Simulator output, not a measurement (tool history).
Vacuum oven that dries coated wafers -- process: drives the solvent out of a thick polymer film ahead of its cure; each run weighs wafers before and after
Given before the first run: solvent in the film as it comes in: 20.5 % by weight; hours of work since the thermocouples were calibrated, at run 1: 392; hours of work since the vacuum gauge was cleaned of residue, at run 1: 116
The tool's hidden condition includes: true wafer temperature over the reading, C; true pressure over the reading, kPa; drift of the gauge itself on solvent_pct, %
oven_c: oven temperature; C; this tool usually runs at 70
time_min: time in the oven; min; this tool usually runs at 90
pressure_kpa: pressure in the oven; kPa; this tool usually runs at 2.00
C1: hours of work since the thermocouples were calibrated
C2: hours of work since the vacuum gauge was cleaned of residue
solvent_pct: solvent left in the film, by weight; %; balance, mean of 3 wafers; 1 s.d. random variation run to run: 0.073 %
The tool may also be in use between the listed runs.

Run 1, hour 0.0: usual settings; C1 392; C2 116. Result: solvent_pct 5.69 %.
Run 2, hour 82.7: usual settings; C1 457; C2 181. Result: solvent_pct 5.64 %.
Run 3, hour 188.3: usual settings; C1 541; C2 265. Result: solvent_pct 5.83 %.
Run 4, hour 240.6: usual settings; C1 582; C2 306. Result: solvent_pct 5.70 %.
Run 5, hour 336.8: usual settings; C1 658; C2 383. Result: solvent_pct 5.96 %.
Run 6, hour 461.8: usual settings but oven_c 68 C; C1 757; C2 482. Result: solvent_pct 7.02 %.
At hour 536.6: oven's thermocouples calibrated.
Run 7, hour 538.3: usual settings but oven_c 68 C; C1 1; C2 541. Result: solvent_pct 6.50 %.
Run 8, hour 666.6: usual settings but pressure_kpa 5.61 kPa; C1 103; C2 642. Result: solvent_pct 10.49 %.
Run 9, hour 795.8: usual settings; C1 205; C2 744. Result: solvent_pct 5.93 %.
Run 10, hour 854.9: usual settings; C1 252; C2 791. Result: solvent_pct 5.92 %.
Run 11, hour 918.2: usual settings but oven_c 59 C; C1 302; C2 841. Result: solvent_pct 11.34 %.
Run 12, hour 1044.9: usual settings; C1 402; C2 942. Result: solvent_pct 6.10 %.
Run 13, hour 1136.5: usual settings; C1 475; C2 1014. Result: solvent_pct 6.13 %.
Run 14, hour 1198.1: usual settings; C1 524; C2 1063. Result: solvent_pct 6.32 %.
Run 15, hour 1287.8: usual settings; C1 595; C2 1134. Result: solvent_pct 6.45 %.
Run 16, hour 1347.3: usual settings; C1 642; C2 1181. Result: solvent_pct 6.50 %.
Run 17, hour 1403.6: usual settings but pressure_kpa 3.46 kPa; C1 687; C2 1226. Result: solvent_pct 8.45 %.
Run 18, hour 1498.0: usual settings but pressure_kpa 3.46 kPa; C1 761; C2 1300. Result: solvent_pct 8.84 %.
At hour 1570.6: oven's thermocouples calibrated.
Run 19, hour 1616.0: usual settings but time_min 117 min, pressure_kpa 3.46 kPa; C1 36; C2 1392. Result: solvent_pct 7.20 %.
Run 20, hour 1697.3: usual settings but pressure_kpa 2.78 kPa; C1 100; C2 1457. Result: solvent_pct 7.08 %.
Run 21, hour 1792.2: usual settings but time_min 69 min; C1 175; C2 1532. Result: solvent_pct 7.20 %.
Run 22, hour 1884.6: usual settings; C1 249; C2 1605. Result: solvent_pct 6.36 %.
Run 23, hour 1944.2: usual settings; C1 296; C2 1652. Result: solvent_pct 6.24 %.
Run 24, hour 2065.8: usual settings; C1 392; C2 1748. Result: solvent_pct 6.42 %.
Run 25, hour 2165.6: usual settings; C1 471; C2 1827. Result: solvent_pct 6.50 %.
Run 26, hour 2220.0: usual settings but pressure_kpa 1.12 kPa; C1 514; C2 1870. Result: solvent_pct 5.43 %.
Run 27, hour 2348.8: usual settings but oven_c 64 C, time_min 48 min, pressure_kpa 1.35 kPa; C1 616; C2 1972. Result: solvent_pct 11.49 %.
Run 28, hour 2423.6: usual settings but oven_c 58 C, pressure_kpa 1.05 kPa; C1 675; C2 2032. Result: solvent_pct 11.24 %.
Run 29, hour 2550.6: usual settings but oven_c 58 C, pressure_kpa 1.05 kPa; C1 776; C2 2132. Result: solvent_pct 11.24 %.
At hour 2604.3: oven's thermocouples calibrated.
Run 30, hour 2638.9: usual settings but oven_c 58 C, pressure_kpa 1.05 kPa; C1 27; C2 2201. Result: solvent_pct 10.96 %.
Run 31, hour 2766.8: usual settings but oven_c 58 C, time_min 87 min, pressure_kpa 1.93 kPa; C1 129; C2 2302. Result: solvent_pct 12.66 %.
Run 32, hour 2870.4: usual settings but oven_c 55 C, pressure_kpa 4.13 kPa; C1 211; C2 2384. Result: solvent_pct 17.52 %.
Run 33, hour 2956.9: usual settings but oven_c 58 C, pressure_kpa 5.40 kPa; C1 279; C2 2452. Result: solvent_pct 18.85 %.
Run 34, hour 3052.9: usual settings but oven_c 58 C, pressure_kpa 5.40 kPa; C1 355; C2 2528. Result: solvent_pct 18.56 %.
Run 35, hour 3183.3: usual settings but time_min 71 min; C1 458; C2 2632. Result: solvent_pct 8.30 %.
Run 36, hour 3277.9: usual settings but oven_c 63 C, time_min 71 min, pressure_kpa 2.99 kPa; C1 533; C2 2707. Result: solvent_pct 12.88 %.
At hour 3288.4: vacuum gauge cleaned of residue and calibrated.
Run 37, hour 3360.6: usual settings but oven_c 78 C, time_min 71 min, pressure_kpa 3.59 kPa; C1 598; C2 57. Result: solvent_pct 5.34 %.
Run 38, hour 3452.1: usual settings but oven_c 84 C, time_min 162 min, pressure_kpa 3.86 kPa; C1 670; C2 130. Result: solvent_pct 3.65 %.
Run 39, hour 3536.6: usual settings but oven_c 84 C, time_min 162 min, pressure_kpa 3.86 kPa; C1 737; C2 197. Result: solvent_pct 3.59 %.
At hour 3640.0: oven's thermocouples calibrated.
Run 40, hour 3662.3: usual settings but oven_c 84 C, time_min 162 min, pressure_kpa 3.86 kPa; C1 18; C2 294. Result: solvent_pct 3.65 %.
Run 41, hour 3751.7: usual settings but oven_c 76 C, time_min 162 min, pressure_kpa 1.05 kPa; C1 88; C2 365. Result: solvent_pct 1.68 %.
Run 42, hour 3872.8: usual settings but oven_c 73 C, time_min 162 min, pressure_kpa 1.56 kPa; C1 184; C2 461. Result: solvent_pct 2.73 %.
Run 43, hour 4001.8: usual settings but oven_c 64 C, time_min 50 min; C1 286; C2 563. Result: solvent_pct 11.50 %.
Run 44, hour 4093.4: usual settings but oven_c 83 C, time_min 122 min; C1 359; C2 636. Result: solvent_pct 2.19 %.
Run 45, hour 4203.6: usual settings but oven_c 83 C, time_min 65 min, pressure_kpa 1.00 kPa; C1 446; C2 723. Result: solvent_pct 2.06 %.
Run 46, hour 4282.1: usual settings but oven_c 60 C; C1 508; C2 785. Result: solvent_pct 11.21 %.
Run 47, hour 4387.1: usual settings but oven_c 62 C, time_min 82 min, pressure_kpa 5.04 kPa; C1 592; C2 868. Result: solvent_pct 15.50 %.

Across each entry between runs, compare the hidden state at the last listed run before it with the hidden state at the first listed run after it:
In the gap between runs 6 and 7: oven's thermocouples calibrated (hour 536.6)
  true wafer temperature over the reading, C: -1.33 -> 0.13; true pressure over the reading, kPa: 0.208 -> 0.232
  the result without the hidden state subtracted from the measured one, solvent_pct: +0.92 -> +0.28 %
In the gap between runs 18 and 19: oven's thermocouples calibrated (hour 1570.6)
  true wafer temperature over the reading, C: -1.53 -> 0.44; true pressure over the reading, kPa: 0.545 -> 0.585
  the result without the hidden state subtracted from the measured one, solvent_pct: +1.50 -> +0.67 %
In the gap between runs 29 and 30: oven's thermocouples calibrated (hour 2604.3)
  true wafer temperature over the reading, C: -1.18 -> 0.21; true pressure over the reading, kPa: 0.899 -> 0.931
  the result without the hidden state subtracted from the measured one, solvent_pct: +2.03 -> +1.44 %
In the gap between runs 36 and 37: vacuum gauge cleaned of residue and calibrated (hour 3288.4)
  true wafer temperature over the reading, C: -0.89 -> -1.03; true pressure over the reading, kPa: 1.142 -> 0.019
  the result without the hidden state subtracted from the measured one, solvent_pct: +2.04 -> +0.37 %
In the gap between runs 39 and 40: oven's thermocouples calibrated (hour 3640.0)
  true wafer temperature over the reading, C: -1.33 -> -0.58; true pressure over the reading, kPa: 0.082 -> 0.119
  the result without the hidden state subtracted from the measured one, solvent_pct: +0.26 -> +0.18 %
